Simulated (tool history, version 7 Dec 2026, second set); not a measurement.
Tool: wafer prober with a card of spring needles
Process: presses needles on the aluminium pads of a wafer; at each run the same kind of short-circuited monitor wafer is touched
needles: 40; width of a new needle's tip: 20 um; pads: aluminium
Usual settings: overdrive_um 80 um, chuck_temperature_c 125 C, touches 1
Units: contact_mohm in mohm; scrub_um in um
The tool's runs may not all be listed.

run	hour	overdrive_um	chuck_temperature_c	touches	contact_mohm	scrub_um
1	0	80	125	1	284	19.73
# hour 13.7: tips cleaned on abrasive film
# hour 24.8: tips cleaned on abrasive film
# hour 38.5: tips cleaned on abrasive film
# hour 52.3: tips cleaned on abrasive film
# hour 64.7: tips cleaned on abrasive film
2	64.7	80	125	2	279	19.74
# hour 75.7: tips cleaned on abrasive film
# hour 89.5: tips cleaned on abrasive film
# hour 101.8: tips cleaned on abrasive film
3	101.8	80	125	2	285	19.8
# hour 113: height of the first contact set anew
# hour 115.9: tips cleaned on abrasive film
# hour 126.9: tips cleaned on abrasive film
# hour 140.6: tips cleaned on abrasive film
# hour 151.6: tips cleaned on abrasive film
# hour 165.4: tips cleaned on abrasive film
# hour 179.1: tips cleaned on abrasive film
4	186.5	80	125	2	286	19.65
# hour 192: tips cleaned on abrasive film
# hour 205.8: tips cleaned on abrasive film
# hour 219.5: tips cleaned on abrasive film
# hour 233.3: tips cleaned on abrasive film
# hour 244.3: tips cleaned on abrasive film
5	251.5	80	125	1	283	19.66
# hour 257: tips cleaned on abrasive film
# hour 268.1: tips cleaned on abrasive film
# hour 281.8: tips cleaned on abrasive film
6	290.6	80	125	1	287	19.7
# hour 293.5: tips cleaned on abrasive film
# hour 299.2: height of the first contact set anew
# hour 304.8: tips cleaned on abrasive film
# hour 318.5: tips cleaned on abrasive film
# hour 332.3: tips cleaned on abrasive film
# hour 343.3: tips cleaned on abrasive film
# hour 357: tips cleaned on abrasive film
# hour 370.8: tips cleaned on abrasive film
7	375.9	80	125	1	288	19.64
# hour 384.2: tips cleaned on abrasive film
# hour 397.9: tips cleaned on abrasive film
# hour 411.7: tips cleaned on abrasive film
8	419	80	125	1	287	19.55
# hour 424.5: tips cleaned on abrasive film
# hour 435.5: tips cleaned on abrasive film
# hour 446.6: tips cleaned on abrasive film
# hour 460.3: tips cleaned on abrasive film
# hour 474.1: tips cleaned on abrasive film
# hour 485.1: tips cleaned on abrasive film
# hour 485.4: height of the first contact set anew
9	493.4	80	125	1	284	19.67
# hour 499: tips cleaned on abrasive film
# hour 512.7: tips cleaned on abrasive film
# hour 526.5: tips cleaned on abrasive film
# hour 537.5: tips cleaned on abrasive film
# hour 551.2: tips cleaned on abrasive film
# hour 562.2: tips cleaned on abrasive film
10	568.1	80	125	2	282	19.6
# hour 573.6: tips cleaned on abrasive film
# hour 584.7: tips cleaned on abrasive film
# hour 595.7: tips cleaned on abrasive film
# hour 609.4: tips cleaned on abrasive film
11	613.6	80	125	1	282	19.54
# hour 621.9: tips cleaned on abrasive film
# hour 635.6: tips cleaned on abrasive film
# hour 649.4: tips cleaned on abrasive film
# hour 660.4: tips cleaned on abrasive film
# hour 671.2: height of the first contact set anew
12	671.2	80	125	1	283	19.56
# hour 674: tips cleaned on abrasive film
# hour 685.1: tips cleaned on abrasive film
# hour 696.1: tips cleaned on abrasive film
# hour 709.8: tips cleaned on abrasive film
# hour 720.8: tips cleaned on abrasive film
# hour 734.6: tips cleaned on abrasive film
# hour 745.6: tips cleaned on abrasive film
13	749.7	73	88	1	279	17.86
# hour 758: tips cleaned on abrasive film
# hour 771.7: tips cleaned on abrasive film
# hour 782.7: tips cleaned on abrasive film
14	791.3	73	88	1	273	17.87
# hour 794.1: tips cleaned on abrasive film
# hour 807.9: tips cleaned on abrasive film
# hour 821.6: tips cleaned on abrasive film
# hour 835.4: tips cleaned on abrasive film
15	845.9	73	88	1	273	17.85
# hour 848.8: tips cleaned on abrasive film
# hour 857.2: height of the first contact set anew
# hour 860.1: tips cleaned on abrasive film
# hour 871.1: tips cleaned on abrasive film
# hour 884.8: tips cleaned on abrasive film
# hour 895.9: tips cleaned on abrasive film
16	902.6	90	63	2	265	21.91
# hour 908.2: tips cleaned on abrasive film
# hour 921.9: tips cleaned on abrasive film
# hour 935.7: tips cleaned on abrasive film
# hour 949.4: tips cleaned on abrasive film
# hour 963.2: tips cleaned on abrasive film
# hour 976.9: tips cleaned on abrasive film
17	981.2	90	63	2	264	21.88
# hour 989.5: tips cleaned on abrasive film
# hour 1003.3: tips cleaned on abrasive film
# hour 1014.3: tips cleaned on abrasive film
# hour 1025.3: tips cleaned on abrasive film
# hour 1039: tips cleaned on abrasive film
18	1039.1	90	63	2	261	22.02
# hour 1045: height of the first contact set anew
# hour 1050.5: tips cleaned on abrasive film
# hour 1061.6: tips cleaned on abrasive film
# hour 1075.3: tips cleaned on abrasive film
# hour 1089: tips cleaned on abrasive film
19	1097.3	90	63	2	265	21.9
# hour 1102.7: tips cleaned on abrasive film
# hour 1116.5: tips cleaned on abrasive film
# hour 1127.5: tips cleaned on abrasive film
# hour 1141.2: tips cleaned on abrasive film
# hour 1155: tips cleaned on abrasive film
# hour 1166: tips cleaned on abrasive film
20	1176.3	90	63	2	264	21.93
# hour 1179.1: tips cleaned on abrasive film
# hour 1192.9: tips cleaned on abrasive film
# hour 1206.6: tips cleaned on abrasive film
# hour 1220.3: tips cleaned on abrasive film
# hour 1231.6: height of the first contact set anew
# hour 1234.4: tips cleaned on abrasive film
# hour 1245.4: tips cleaned on abrasive film
21	1252.1	90	63	2	265	21.84
# hour 1257.7: tips cleaned on abrasive film
# hour 1268.7: tips cleaned on abrasive film
# hour 1282.5: tips cleaned on abrasive film
# hour 1293.5: tips cleaned on abrasive film
22	1301.4	80	28	2	254	19.42
# hour 1306.9: tips cleaned on abrasive film
# hour 1320.7: tips cleaned on abrasive film
# hour 1334.4: tips cleaned on abrasive film
23	1344	80	28	2	259	19.36

4 ways to go on from here, each from the tool as it stands after run 23. What would each give?
# hour 1346.9: tips cleaned on abrasive film
# hour 1360.6: tips cleaned on abrasive film
# hour 1371.6: tips cleaned on abrasive film
# hour 1385.4: tips cleaned on abrasive film
# hour 1399.1: tips cleaned on abrasive film
# hour 1412.9: tips cleaned on abrasive film
# hour 1418.6: height of the first contact set anew
# hour 1425.6: tips cleaned on abrasive film
A	1425.6	98	58	1	?	?
# hour 1346.9: tips cleaned on abrasive film
# hour 1360.6: tips cleaned on abrasive film
# hour 1371.6: tips cleaned on abrasive film
# hour 1385.4: tips cleaned on abrasive film
# hour 1399.1: tips cleaned on abrasive film
# hour 1412.9: tips cleaned on abrasive film
# hour 1418.6: height of the first contact set anew
# hour 1425.6: tips cleaned on abrasive film
B	1425.6	86	125	1	?	?
# hour 1346.9: tips cleaned on abrasive film
# hour 1360.6: tips cleaned on abrasive film
# hour 1371.6: tips cleaned on abrasive film
# hour 1385.4: tips cleaned on abrasive film
# hour 1399.1: tips cleaned on abrasive film
# hour 1412.9: tips cleaned on abrasive film
# hour 1418.6: height of the first contact set anew
# hour 1425.6: tips cleaned on abrasive film
C	1425.6	72	61	2	?	?
# hour 1346.9: tips cleaned on abrasive film
# hour 1360.6: tips cleaned on abrasive film
# hour 1371.6: tips cleaned on abrasive film
# hour 1385.4: tips cleaned on abrasive film
# hour 1399.1: tips cleaned on abrasive film
# hour 1412.9: tips cleaned on abrasive film
# hour 1418.6: height of the first contact set anew
# hour 1425.6: tips cleaned on abrasive film
D	1425.6	85	55	1	?	?

run	contact_mohm	scrub_um
A	258	23.79
B	282	20.86
C	267	17.43
D	261	20.64
Without the tool's hidden state the same runs would have given:
run	contact_mohm	scrub_um
A	258	24.19
B	282	21.21
C	267	17.73
D	261	20.99
